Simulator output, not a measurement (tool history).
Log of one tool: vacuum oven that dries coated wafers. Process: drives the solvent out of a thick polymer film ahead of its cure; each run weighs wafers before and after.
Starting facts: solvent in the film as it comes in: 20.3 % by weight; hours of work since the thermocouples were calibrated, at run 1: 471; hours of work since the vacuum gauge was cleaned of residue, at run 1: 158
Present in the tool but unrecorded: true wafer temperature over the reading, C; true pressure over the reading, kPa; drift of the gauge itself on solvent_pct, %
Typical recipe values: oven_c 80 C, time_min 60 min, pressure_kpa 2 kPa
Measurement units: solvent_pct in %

| run | hour | oven_c | time_min | pressure_kpa | hours of work since the thermocouples were calibrated | hours of work since the vacuum gauge was cleaned of residue | solvent_pct |
|---|---|---|---|---|---|---|---|
| 1 | 0 | 80 | 60 | 2 | 471 | 158 | 5.18 |
| 2 | 28.8 | 80 | 60 | 2 | 483 | 170 | 5.25 |
| 3 | 61.3 | 80 | 60 | 2 | 497 | 184 | 5.29 |
| 4 | 82.5 | 78 | 60 | 2 | 506 | 193 | 6.38 |
| 5 | 99.5 | 78 | 60 | 2 | 513 | 200 | 6.3 |
| 6 | 131.2 | 80 | 60 | 2.99 | 526 | 213 | 5.85 |
| 7 | 161.3 | 80 | 60 | 2.99 | 539 | 226 | 5.79 |
| 8 | 192.8 | 80 | 60 | 2.99 | 552 | 239 | 6 |
| 9 | 207.5 | 80 | 60 | 1.84 | 558 | 245 | 5.3 |
| 10 | 233.6 | 80 | 61 | 2 | 569 | 256 | 5.24 |
| 11 | 264.5 | 80 | 61 | 2 | 582 | 269 | 5.22 |
| 12 | 291.6 | 80 | 60 | 2 | 594 | 280 | 5.23 |
| 13 | 312.3 | 80 | 60 | 4.46 | 603 | 289 | 6.61 |
| 14 | 341.5 | 80 | 60 | 2 | 615 | 301 | 5.32 |
| 15 | 373.8 | 67 | 63 | 4.67 | 628 | 315 | 12.93 |
| 16 | 406.2 | 94 | 51 | 4.25 | 642 | 329 | 2.36 |
| 17 | 424.9 | 82 | 54 | 2 | 650 | 336 | 4.92 |
| 18 | 450.5 | 80 | 94 | 2 | 661 | 347 | 3.2 |
| 19 | 474.1 | 78 | 40 | 1.03 | 670 | 357 | 8.04 |
| 20 | 497.4 | 78 | 40 | 1.03 | 680 | 367 | 8.06 |
|  | 517.3 | oven's thermocouples calibrated |
| 21 | 523.5 | 80 | 39 | 2 | 3 | 377 | 7.68 |
| 22 | 541.9 | 94 | 76 | 1.38 | 10 | 385 | 0.6 |
| 23 | 555.6 | 73 | 69 | 5.29 | 16 | 390 | 9.95 |
| 24 | 576.9 | 69 | 60 | 7.6 | 25 | 399 | 14.01 |

Below, some changes in solvent_pct between adjacent runs. For each, the amount present without the hidden state too (settings, incoming material, random variation) and the amount remaining for the hidden state with gauge scatter not shared by both compared results:
Run 15 -> 16: oven_c 67 -> 94, time_min 63 -> 51, pressure_kpa 4.67 -> 4.25. solvent_pct -10.57 %: hidden state -0.15, all else -10.42.
Run 16 -> 17: oven_c 94 -> 82, time_min 51 -> 54, pressure_kpa 4.25 -> 2. solvent_pct +2.56 %: hidden state +0.16, all else +2.4.
Run 22 -> 23: oven_c 94 -> 73, time_min 76 -> 69, pressure_kpa 1.38 -> 5.29. solvent_pct +9.35 %: hidden state +0.15, all else +9.2.
